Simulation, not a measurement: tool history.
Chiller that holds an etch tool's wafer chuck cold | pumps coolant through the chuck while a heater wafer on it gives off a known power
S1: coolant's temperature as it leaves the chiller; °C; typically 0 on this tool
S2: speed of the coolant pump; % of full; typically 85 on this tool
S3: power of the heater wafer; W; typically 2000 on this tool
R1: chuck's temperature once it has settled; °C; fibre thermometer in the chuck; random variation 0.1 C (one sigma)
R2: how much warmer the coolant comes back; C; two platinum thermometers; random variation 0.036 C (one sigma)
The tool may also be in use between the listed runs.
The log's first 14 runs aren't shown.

run 15 hour=780.6 | S1=0 S2=85 S3=2959 | R1=22.7 R2=9.74
run 16 hour=824.8 | S1=0 S2=85 S3=2959 | R1=22.8 R2=9.71
run 17 hour=870 | S1=3 S2=61 S3=1661 | R1=19.8 R2=7.77
run 18 hour=927.4 | S1=3 S2=61 S3=1661 | R1=19.7 R2=7.74
run 19 hour=966.4 | S1=0 S2=85 S3=1347 | R1=10.3 R2=4.43
-- hour=1005.5 coolant changed, channels flushed
run 20 hour=1023.7 | S1=0 S2=85 S3=1225 | R1=9.3 R2=4.02
run 21 hour=1066.1 | S1=-3 S2=85 S3=2973 | R1=19.7 R2=9.72
run 22 hour=1119.4 | S1=-3 S2=67 S3=1925 | R1=14.9 R2=8.12
run 23 hour=1178.4 | S1=8 S2=93 S3=1854 | R1=21.2 R2=5.52
run 24 hour=1242.1 | S1=2 S2=85 S3=1834 | R1=16.1 R2=6.01
run 25 hour=1307.8 | S1=2 S2=85 S3=2083 | R1=18 R2=6.92
run 26 hour=1358.4 | S1=10 S2=74 S3=2083 | R1=28 R2=7.95
run 27 hour=1393.7 | S1=2 S2=60 S3=2035 | R1=22.6 R2=9.62
run 28 hour=1433.8 | S1=2 S2=60 S3=2035 | R1=22.8 R2=9.65
run 29 hour=1485.2 | S1=2 S2=68 S3=1381 | R1=14.6 R2=5.75
run 30 hour=1525.7 | S1=2 S2=74 S3=1485 | R1=14.7 R2=5.68
run 31 hour=1563.5 | S1=2 S2=74 S3=1485 | R1=14.8 R2=5.68
run 32 hour=1606.3 | S1=-6 S2=85 S3=2000 | R1=9.6 R2=6.61

Branching from run 32: 4 alternative next runs. What would each branch give?
run A hour=1666.9 | S1=-3 S2=79 S3=1394 | R1=? R2=?
run B hour=1666.9 | S1=-6 S2=85 S3=1540 | R1=? R2=?
run C hour=1666.9 | S1=0 S2=100 S3=1373 | R1=? R2=?
run D hour=1666.9 | S1=10 S2=79 S3=1304 | R1=? R2=?

run=A R1=8.3 R2=4.95
run=B R1=5.5 R2=5.04
run=C R1=9.1 R2=3.82
run=D R1=20.6 R2=4.59
With the hidden condition removed and each run's random variation left untouched, the same runs would have given:
run=A R1=8.3 R2=4.95
run=B R1=5.5 R2=5.04
run=C R1=9.1 R2=3.82
run=D R1=20.6 R2=4.58
